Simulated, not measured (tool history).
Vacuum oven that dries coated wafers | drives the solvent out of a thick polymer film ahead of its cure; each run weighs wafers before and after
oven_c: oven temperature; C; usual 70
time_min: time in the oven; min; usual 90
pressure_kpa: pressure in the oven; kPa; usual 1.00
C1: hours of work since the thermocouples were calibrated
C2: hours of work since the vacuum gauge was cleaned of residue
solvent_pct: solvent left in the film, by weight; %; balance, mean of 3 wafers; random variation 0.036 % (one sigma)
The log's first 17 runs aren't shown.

{"run": 18, "hour": 1273.4, "oven_c": 83, "time_min": 134, "pressure_kpa": 1.0, "C1": 336, "C2": 1325, "solvent_pct": 0.2}
{"run": 19, "hour": 1364.3, "oven_c": 83, "time_min": 134, "pressure_kpa": 1.0, "C1": 393, "C2": 1382, "solvent_pct": 0.21}
{"run": 20, "hour": 1458.7, "oven_c": 83, "time_min": 134, "pressure_kpa": 1.0, "C1": 452, "C2": 1442, "solvent_pct": 0.26}
{"run": 21, "hour": 1558.5, "oven_c": 83, "time_min": 129, "pressure_kpa": 1.0, "C1": 515, "C2": 1504, "solvent_pct": 0.26}
{"run": 22, "hour": 1606.2, "oven_c": 83, "time_min": 129, "pressure_kpa": 1.0, "C1": 545, "C2": 1534, "solvent_pct": 0.17}
{"run": 23, "hour": 1670.2, "oven_c": 71, "time_min": 47, "pressure_kpa": 0.65, "C1": 585, "C2": 1574, "solvent_pct": 2.17}
{"run": 24, "hour": 1723.6, "oven_c": 71, "time_min": 47, "pressure_kpa": 0.65, "C1": 618, "C2": 1608, "solvent_pct": 2.16}
{"run": 25, "hour": 1791.7, "oven_c": 70, "time_min": 71, "pressure_kpa": 3.02, "C1": 661, "C2": 1651, "solvent_pct": 1.99}
{"run": 26, "hour": 1841.6, "oven_c": 61, "time_min": 71, "pressure_kpa": 3.02, "C1": 693, "C2": 1682, "solvent_pct": 4.07}
{"run": 27, "hour": 1950.4, "oven_c": 61, "time_min": 71, "pressure_kpa": 2.12, "C1": 761, "C2": 1750, "solvent_pct": 3.52}
{"run": 28, "hour": 2006.4, "oven_c": 61, "time_min": 71, "pressure_kpa": 2.12, "C1": 796, "C2": 1786, "solvent_pct": 3.58}
{"run": 29, "hour": 2118.4, "oven_c": 62, "time_min": 90, "pressure_kpa": 1.66, "C1": 866, "C2": 1856, "solvent_pct": 2.33}
{"run": 30, "hour": 2167.9, "oven_c": 62, "time_min": 90, "pressure_kpa": 1.66, "C1": 897, "C2": 1887, "solvent_pct": 2.37}
{"run": 31, "hour": 2275.8, "oven_c": 67, "time_min": 70, "pressure_kpa": 1.39, "C1": 965, "C2": 1955, "solvent_pct": 1.98}
{"run": 32, "hour": 2347.0, "oven_c": 67, "time_min": 70, "pressure_kpa": 1.39, "C1": 1010, "C2": 2000, "solvent_pct": 2.02}
{"run": 33, "hour": 2434.0, "oven_c": 77, "time_min": 62, "pressure_kpa": 1.93, "C1": 1065, "C2": 2054, "solvent_pct": 0.92}
{"run": 34, "hour": 2532.3, "oven_c": 70, "time_min": 90, "pressure_kpa": 1.3, "C1": 1126, "C2": 2116, "solvent_pct": 0.98}
{"run": 35, "hour": 2645.0, "oven_c": 70, "time_min": 90, "pressure_kpa": 1.3, "C1": 1197, "C2": 2187, "solvent_pct": 0.95}
{"run": 36, "hour": 2717.8, "oven_c": 55, "time_min": 86, "pressure_kpa": 3.28, "C1": 1243, "C2": 2232, "solvent_pct": 5.14}
{"hour": 2742.7, "done": "vacuum gauge cleaned of residue and calibrated"}
{"run": 37, "hour": 2816.3, "oven_c": 55, "time_min": 96, "pressure_kpa": 3.21, "C1": 1304, "C2": 46, "solvent_pct": 4.76}
{"run": 38, "hour": 2908.0, "oven_c": 71, "time_min": 132, "pressure_kpa": 2.91, "C1": 1361, "C2": 104, "solvent_pct": 1.05}
{"hour": 2933.2, "done": "oven's thermocouples calibrated"}
{"run": 39, "hour": 3008.7, "oven_c": 77, "time_min": 56, "pressure_kpa": 1.61, "C1": 47, "C2": 166, "solvent_pct": 0.97}
{"run": 40, "hour": 3105.9, "oven_c": 70, "time_min": 152, "pressure_kpa": 1.0, "C1": 108, "C2": 227, "solvent_pct": 0.44}
{"run": 41, "hour": 3171.6, "oven_c": 70, "time_min": 152, "pressure_kpa": 3.63, "C1": 150, "C2": 268, "solvent_pct": 1.38}
{"run": 42, "hour": 3285.2, "oven_c": 85, "time_min": 152, "pressure_kpa": 2.28, "C1": 221, "C2": 339, "solvent_pct": 0.48}

Forecast each of these 4 alternatives for the next run:
{"run": "A", "hour": 3335.6, "oven_c": 70, "time_min": 90, "pressure_kpa": 1.78, "C1": 253, "C2": 371, "solvent_pct": "?"}
{"run": "B", "hour": 3335.6, "oven_c": 61, "time_min": 90, "pressure_kpa": 1.43, "C1": 253, "C2": 371, "solvent_pct": "?"}
{"run": "C", "hour": 3335.6, "oven_c": 58, "time_min": 132, "pressure_kpa": 1.11, "C1": 253, "C2": 371, "solvent_pct": "?"}
{"run": "D", "hour": 3335.6, "oven_c": 70, "time_min": 108, "pressure_kpa": 1.0, "C1": 253, "C2": 371, "solvent_pct": "?"}

run=A solvent_pct=1.06
run=B solvent_pct=2.46
run=C solvent_pct=1.85
run=D solvent_pct=0.66
Without the tool's hidden state the same runs would have given:
run=A solvent_pct=1.06
run=B solvent_pct=2.45
run=C solvent_pct=1.85
run=D solvent_pct=0.66
